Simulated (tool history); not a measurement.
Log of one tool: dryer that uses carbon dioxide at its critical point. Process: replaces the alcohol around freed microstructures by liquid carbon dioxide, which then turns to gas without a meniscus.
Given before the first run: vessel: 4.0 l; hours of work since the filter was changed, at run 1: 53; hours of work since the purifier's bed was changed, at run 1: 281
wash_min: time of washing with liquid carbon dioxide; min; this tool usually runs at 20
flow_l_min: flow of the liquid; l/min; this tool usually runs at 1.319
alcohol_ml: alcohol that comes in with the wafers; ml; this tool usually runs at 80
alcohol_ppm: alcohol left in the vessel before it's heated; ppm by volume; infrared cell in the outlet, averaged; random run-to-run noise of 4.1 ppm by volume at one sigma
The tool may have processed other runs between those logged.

run  hour  wash_min  flow_l_min  alcohol_ml  hours of work since the filter was changed  hours of work since the purifier's bed was changed  alcohol_ppm
  1   0.0        20       1.319          80                                          53                                                 281           80
  2   6.4        20       1.319          80                                          57                                                 285           81
  3  13.3        20       1.319          80                                          61                                                 289           93
  4  23.2        20       1.319          46                                          68                                                 296           58
  5  34.4        20       1.319          46                                          75                                                 303           51
  6  41.7        20       1.319          34                                          79                                                 308           38
  7  53.4        28       1.420          44                                          87                                                 315           19
  8  59.4        20       1.319          44                                          91                                                 319           48
  9  65.7        20       1.319          44                                          95                                                 323           51
 10  70.5        14       1.540          23                                          98                                                 326           72
 11  76.6        14       1.670          21                                         102                                                 330           59

Each row is a separate what-if for the run after 11, all from the same tool condition, not one after another. Results?
  A  87.0        17       1.540          21                                         109                                                 337            ?
  B  87.0        14       0.830          82                                         109                                                 337            ?
  C  87.0        12       1.670          21                                         109                                                 337            ?
  D  87.0        17       1.150          23                                         109                                                 337            ?
  E  87.0        25       1.319          40                                         109                                                 337            ?

run  alcohol_ppm
  A           36
  B         1812
  C           85
  D          110
  E           26
What these runs would have given with no unlogged condition in the tool:
run  alcohol_ppm
  A           24
  B         1712
  C           69
  D           93
  E           15
